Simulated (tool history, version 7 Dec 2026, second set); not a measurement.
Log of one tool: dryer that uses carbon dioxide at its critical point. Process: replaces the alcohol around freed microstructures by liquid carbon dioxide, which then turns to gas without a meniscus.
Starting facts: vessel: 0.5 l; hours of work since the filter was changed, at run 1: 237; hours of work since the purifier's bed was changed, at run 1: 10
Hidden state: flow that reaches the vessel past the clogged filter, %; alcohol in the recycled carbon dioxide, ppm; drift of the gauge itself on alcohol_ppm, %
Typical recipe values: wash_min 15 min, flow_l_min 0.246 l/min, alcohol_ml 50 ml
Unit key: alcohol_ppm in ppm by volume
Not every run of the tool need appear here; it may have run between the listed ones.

run,day,wash_min,flow_l_min,alcohol_ml,hours of work since the filter was changed,hours of work since the purifier's bed was changed,alcohol_ppm
1,0,15,0.246,50,237,10,411
2,0.312,15,0.32,50,240,12,77
3,0.554,15,0.246,27,242,14,226
4,0.758,15,0.246,27,244,16,233
5,1.017,9,0.246,50,246,18,3584
6,1.267,10,0.246,50,248,20,2542
7,1.508,15,0.246,50,250,22,413
8,1.85,15,0.246,50,253,25,421
9,2.079,15,0.246,50,254,27,422
10,2.417,15,0.205,50,257,30,1074
11,2.746,15,0.246,50,260,32,432
12,2.962,15,0.246,50,262,34,405
13,3.258,15,0.246,50,264,37,423
14,3.604,15,0.246,50,267,39,432
15,3.788,15,0.246,50,269,41,431
16,4,15,0.246,50,270,43,434
# day 4.367: inlet filter changed
17,4.4,15,0.246,50,0,46,265
18,4.679,15,0.258,73,3,48,282
19,4.908,15,0.258,73,4,50,290
20,5.083,15,0.207,73,6,51,973
21,5.242,15,0.155,73,7,53,3541
22,5.588,15,0.381,44,10,55,36
23,5.804,12,0.15,44,12,57,4973
24,5.975,12,0.15,44,13,59,4997
25,6.275,19,0.228,26,16,61,64
26,6.496,19,0.228,26,18,63,67
27,6.725,17,0.375,90,19,65,28
28,7.079,16,0.187,50,22,68,847
29,7.383,16,0.187,50,25,70,828
30,7.629,12,0.381,25,27,72,52
31,7.821,12,0.177,20,28,74,1399
32,8.079,20,0.275,40,31,76,29
33,8.371,20,0.275,40,33,78,31
34,8.6,20,0.287,31,35,80,22

Forecast each of these 5 alternatives for the next run:
A,8.962,15,0.195,103,38,83,?
B,8.962,11,0.219,60,38,83,?
C,8.962,16,0.264,30,38,83,?
D,8.962,15,0.246,49,38,83,?
E,8.962,21,0.381,100,38,83,?

run,alcohol_ppm
A,1988
B,2520
C,92
D,285
E,24
The same runs, with their run-to-run variation unchanged, on a tool lacking any hidden condition would have given:
run,alcohol_ppm
A,1845
B,2372
C,70
D,248
E,8
